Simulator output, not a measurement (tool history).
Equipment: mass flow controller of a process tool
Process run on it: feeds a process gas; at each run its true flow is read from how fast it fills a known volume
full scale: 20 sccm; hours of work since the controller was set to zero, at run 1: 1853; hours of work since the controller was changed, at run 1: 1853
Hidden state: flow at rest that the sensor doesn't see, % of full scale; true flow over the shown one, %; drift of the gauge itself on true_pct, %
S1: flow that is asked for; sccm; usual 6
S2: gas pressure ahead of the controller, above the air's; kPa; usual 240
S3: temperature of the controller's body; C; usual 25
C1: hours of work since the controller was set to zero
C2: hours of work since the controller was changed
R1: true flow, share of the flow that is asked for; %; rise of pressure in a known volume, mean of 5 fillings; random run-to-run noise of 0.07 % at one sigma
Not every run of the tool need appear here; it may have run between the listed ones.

run	day	S1	S2	S3	C1	C2	R1
1	0.000	6	240	25	1853	1853	97.69
2	13.825	6	240	25	2026	2026	97.60
3	26.892	6	240	25	2190	2190	97.47
4	44.204	9	240	25	2408	2408	98.27
5	58.179	9	240	25	2583	2583	98.31
6	74.288	9	240	25	2785	2785	98.20
7	82.879	9	240	26	2893	2893	98.03
8	99.996	6	240	25	3108	3108	97.08
9	110.079	6	271	25	3235	3235	97.05
10	127.075	6	240	27	3448	3448	96.72
11	143.529	6	240	27	3655	3655	96.70
12	160.417	6	240	27	3867	3867	96.51
# day 173.617: controller's zero set anew
13	175.808	6	149	25	27	4060	100.08
14	190.292	6	149	25	209	4242	99.92
15	204.250	8	205	22	385	4417	100.08
16	217.721	8	205	22	554	4586	100.04
17	228.646	8	205	22	691	4723	100.14
18	238.758	8	205	22	818	4850	100.06
19	256.088	8	205	22	1035	5068	100.06
20	273.000	8	182	20	1248	5280	100.37
21	286.258	8	182	20	1414	5446	100.31
22	300.838	8	182	20	1597	5630	100.33
23	311.704	8	182	20	1734	5766	100.30
24	319.354	6	166	25	1830	5862	99.28
25	335.696	16	166	38	2035	6067	99.77
26	343.342	7	179	36	2131	6163	98.34
27	361.038	4	230	30	2353	6385	97.21

Each row is a separate what-if for the run after 27, all from the same tool condition, not one after another. Results?
A	378.546	16	244	27	2573	6605	?
B	378.546	5	155	30	2573	6605	?
C	378.546	7	151	25	2573	6605	?
D	378.546	4	213	30	2573	6605	?

run	R1
A	100.34
B	98.08
C	99.35
D	97.09
What these runs would have given with no unlogged condition in the tool:
run	R1
A	99.05
B	98.32
C	98.96
D	97.89

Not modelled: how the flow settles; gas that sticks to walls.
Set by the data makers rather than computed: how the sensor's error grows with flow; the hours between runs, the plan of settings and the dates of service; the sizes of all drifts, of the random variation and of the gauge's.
